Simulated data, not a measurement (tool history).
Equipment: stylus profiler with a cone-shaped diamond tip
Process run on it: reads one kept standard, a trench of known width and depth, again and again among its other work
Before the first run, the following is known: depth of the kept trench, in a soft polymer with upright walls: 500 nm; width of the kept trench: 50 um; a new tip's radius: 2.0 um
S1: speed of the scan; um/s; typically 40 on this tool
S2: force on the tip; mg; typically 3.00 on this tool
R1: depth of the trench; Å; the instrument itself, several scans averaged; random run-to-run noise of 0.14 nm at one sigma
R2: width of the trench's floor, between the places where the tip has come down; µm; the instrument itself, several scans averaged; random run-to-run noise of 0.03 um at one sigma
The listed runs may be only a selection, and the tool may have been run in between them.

run   hour   S1    S2      R1     R2
  1    0.0   40  3.00  5035.3  46.86
  2   15.4   40  7.50  5063.1  46.86
  3   31.9   88  3.00  5034.8  46.50
  4   51.3   88  3.00  5036.8  46.54
  5   65.4   88  1.69  5026.7  46.38
  6   79.6   88  3.59  5039.3  46.53
  7   93.9   81  3.00  5035.9  46.52
  8  109.9   81  3.00  5035.7  46.56
  9  124.3   81  3.00  5038.7  46.50
 10  135.5   81  3.00  5032.9  46.51
 11  144.3   81  3.00  5035.7  46.51
 12  156.6   81  3.00  5037.3  46.52
 13  170.1   81  3.00  5037.1  46.49
 14  190.7   81  3.00  5037.1  46.44
 15  207.2   81  3.00  5039.6  46.48
 16  219.4   40  3.00  5037.6  46.69
 17  231.0   40  3.00  5035.9  46.68
 18  248.8   40  3.00  5039.5  46.66
 19  264.1   40  1.50  5026.1  46.55
 20  277.3   40  1.50  5027.1  46.51
 21  286.8   40  1.50  5027.4  46.55
 22  298.3   40  2.89  5036.8  46.65
 23  316.5   40  2.89  5037.8  46.64
 24  336.8   40  3.00  5037.2  46.61
 25  349.9   27  2.23  5033.2  46.61
 26  361.0   27  2.23  5032.8  46.66
 27  380.8  102  5.41  5053.5  46.42
 28  390.1   16  6.86  5060.9  46.72
 29  406.5   85  3.00  5034.3  46.38
 30  425.6   14  1.51  5028.1  46.68
 31  442.8   67  6.26  5057.4  46.54
 32  459.5   49  2.06  5031.4  46.46
 33  470.8  106  1.59  5028.1  46.01
 34  484.1   28  1.46  5028.1  46.53
 35  499.1   28  1.46  5027.2  46.56
 36  513.2   28  1.46  5026.6  46.53
 37  530.9   80  5.76  5055.2  46.43
 38  540.2   80  5.76  5056.4  46.41
 39  550.3   80  5.76  5059.0  46.46
 40  561.6   80  5.76  5057.0  46.38
 41  571.7   13  2.72  5037.2  46.65
 42  590.9   41  8.77  5072.7  46.53
 43  604.0   92  2.81  5037.5  46.21
 44  623.1   34  3.00  5040.1  46.52
 45  637.9   20  7.44  5067.8  46.63
 46  647.2   20  7.44  5065.8  46.62
 47  660.7   33  4.02  5047.8  46.55

For some of the steps in R1 from one run to the next: how much would appear even if the tool had no hidden state, given the settings, what came in and random variation, and how much remains for the hidden state plus any gauge scatter that the measured result and the result without hidden state don't share?
Hidden state at play: radius of the tip, um; height scale over the true one, %; drift of the gauge itself on depth_nm, %; drift of the gauge itself on floor_um, %.
Run 1 -> 2: S2 3.00 -> 7.50. R1 +27.8 Å: hidden state +0.2, all else +27.6.
Run 6 -> 7: S1 88 -> 81, S2 3.59 -> 3.00. R1 -3.4 Å: hidden state +0.2, all else -3.6.
Run 13 -> 14: no setting touched and nothing written in the log between the runs. R1 +0.0 Å: hidden state +0.2, all else -0.2.
Run 30 -> 31: S1 14 -> 67, S2 1.51 -> 6.26. R1 +29.3 Å: hidden state +0.2, all else +29.1.
Run 41 -> 42: S1 13 -> 41, S2 2.72 -> 8.77. R1 +35.5 Å: hidden state +0.2, all else +35.3.
Run 42 -> 43: S1 41 -> 92, S2 8.77 -> 2.81. R1 -35.2 Å: hidden state +0.1, all else -35.3.
